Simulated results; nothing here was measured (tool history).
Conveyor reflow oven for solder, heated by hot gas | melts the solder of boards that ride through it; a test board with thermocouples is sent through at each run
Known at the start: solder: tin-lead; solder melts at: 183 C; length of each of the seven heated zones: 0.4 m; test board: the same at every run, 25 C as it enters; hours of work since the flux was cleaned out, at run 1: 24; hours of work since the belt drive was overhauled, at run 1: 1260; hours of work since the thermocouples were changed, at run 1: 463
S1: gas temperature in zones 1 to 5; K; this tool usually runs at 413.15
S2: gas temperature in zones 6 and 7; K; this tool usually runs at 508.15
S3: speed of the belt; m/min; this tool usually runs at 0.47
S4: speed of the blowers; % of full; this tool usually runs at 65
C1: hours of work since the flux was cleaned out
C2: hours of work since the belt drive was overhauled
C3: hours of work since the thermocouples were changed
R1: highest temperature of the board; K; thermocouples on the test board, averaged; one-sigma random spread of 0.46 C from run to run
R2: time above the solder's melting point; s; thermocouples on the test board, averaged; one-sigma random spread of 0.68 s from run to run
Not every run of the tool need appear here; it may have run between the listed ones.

| run | day | S1 | S2 | S3 | S4 | C1 | C2 | C3 | R1 | R2 |
|---|---|---|---|---|---|---|---|---|---|---|
| 1 | 0 | 413.15 | 508.15 | 0.47 | 65 | 24 | 1260 | 463 | 489.75 | 77.2 |
| 2 | 2.221 | 413.15 | 508.15 | 0.47 | 57 | 54 | 1290 | 493 | 486.15 | 72.2 |
| 3 | 3.942 | 413.15 | 505.15 | 0.47 | 65 | 77 | 1313 | 517 | 487.25 | 74 |
| 4 | 6.504 | 413.15 | 508.15 | 0.47 | 65 | 112 | 1348 | 552 | 489.25 | 75.7 |
| 5 | 9.046 | 413.15 | 508.15 | 0.47 | 65 | 147 | 1383 | 586 | 488.65 | 75.6 |
|  | 9.383 | belt drive overhauled, speed set with a stopwatch |
| 6 | 11.008 | 413.15 | 508.15 | 0.47 | 65 | 172 | 22 | 611 | 488.45 | 74 |
| 7 | 12.304 | 413.15 | 508.15 | 0.47 | 65 | 189 | 40 | 628 | 487.45 | 73.1 |
| 8 | 14.988 | 413.15 | 497.15 | 0.47 | 88 | 226 | 76 | 665 | 483.75 | 70.7 |
| 9 | 16.262 | 413.15 | 497.15 | 0.47 | 88 | 243 | 94 | 682 | 483.15 | 72.4 |
| 10 | 18.375 | 413.15 | 508.15 | 0.554 | 84 | 272 | 123 | 711 | 486.55 | 61.5 |
|  | 18.571 | thermocouples of zones 6 and 7 changed |
|  | 20.846 | flux residue cleaned out of gas plates and filters |
| 11 | 21.342 | 425.15 | 497.15 | 0.45 | 60 | 7 | 159 | 35 | 481.85 | 79.8 |
| 12 | 24 | 425.15 | 497.15 | 0.45 | 60 | 43 | 195 | 71 | 482.55 | 79.6 |

Consider 3 possible next runs. They are alternatives, not a sequence: every one starts from the tool as it was left by run 12. What does each give?
| A | 25.942 | 427.15 | 497.15 | 0.45 | 57 | 69 | 222 | 98 | ? | ? |
| B | 25.942 | 425.15 | 501.15 | 0.396 | 60 | 69 | 222 | 98 | ? | ? |
| C | 25.942 | 425.15 | 497.15 | 0.5 | 60 | 69 | 222 | 98 | ? | ? |

| run | R1 | R2 |
|---|---|---|
| A | 481.25 | 78.7 |
| B | 488.85 | 99.1 |
| C | 479.05 | 63.7 |
The same runs, with their run-to-run variation unchanged, on a tool lacking any hidden condition would have given:
| run | R1 | R2 |
|---|---|---|
| A | 482.55 | 80.3 |
| B | 490.05 | 100.3 |
| C | 480.35 | 65.5 |
